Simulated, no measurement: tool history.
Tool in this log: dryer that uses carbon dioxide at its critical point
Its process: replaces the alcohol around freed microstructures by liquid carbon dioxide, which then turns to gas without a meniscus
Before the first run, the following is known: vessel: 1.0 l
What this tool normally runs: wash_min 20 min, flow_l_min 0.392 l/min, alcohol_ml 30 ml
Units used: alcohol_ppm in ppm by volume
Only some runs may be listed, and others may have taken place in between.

run,day,wash_min,flow_l_min,alcohol_ml,alcohol_ppm
1,0.000,20,0.392,30,151
2,1.675,20,0.392,74,244
3,3.567,20,0.392,74,260
4,5.462,20,0.392,74,279
5,7.012,20,0.392,21,158
6,7.983,20,0.268,30,610
7,8.912,20,0.392,30,187
8,9.962,20,0.392,30,195
9,10.929,20,0.392,30,209
10,13.012,20,0.392,55,278
# day 13.412: inlet filter changed
11,15.033,14,0.392,30,398
12,16.354,14,0.392,30,396
13,18.404,14,0.392,30,409
14,20.446,20,0.392,30,176
15,21.512,20,0.310,67,497
16,22.404,20,0.514,60,168
17,24.033,25,0.538,51,160
18,25.625,20,0.605,20,169
19,27.617,23,0.334,58,268
20,28.925,24,0.517,42,179
21,31.000,19,0.300,42,568
22,32.325,31,0.275,33,212
23,33.971,31,0.275,33,222
24,35.579,31,0.275,33,224
25,37.092,20,0.423,31,228
26,39.142,29,0.392,27,210
27,41.058,20,0.616,40,209
28,42.612,16,0.266,56,2173

Each row is a separate what-if for the run after 28, all from the same tool condition, not one after another. Results?
A,43.979,17,0.392,85,?
B,43.979,20,0.527,88,?
C,43.979,22,0.428,54,?
D,43.979,16,0.266,106,?

run,alcohol_ppm
A,678
B,242
C,257
D,4158
With the hidden condition removed and each run's random variation left untouched, the same runs would have given:
run,alcohol_ppm
A,248
B,12
C,23
D,2624
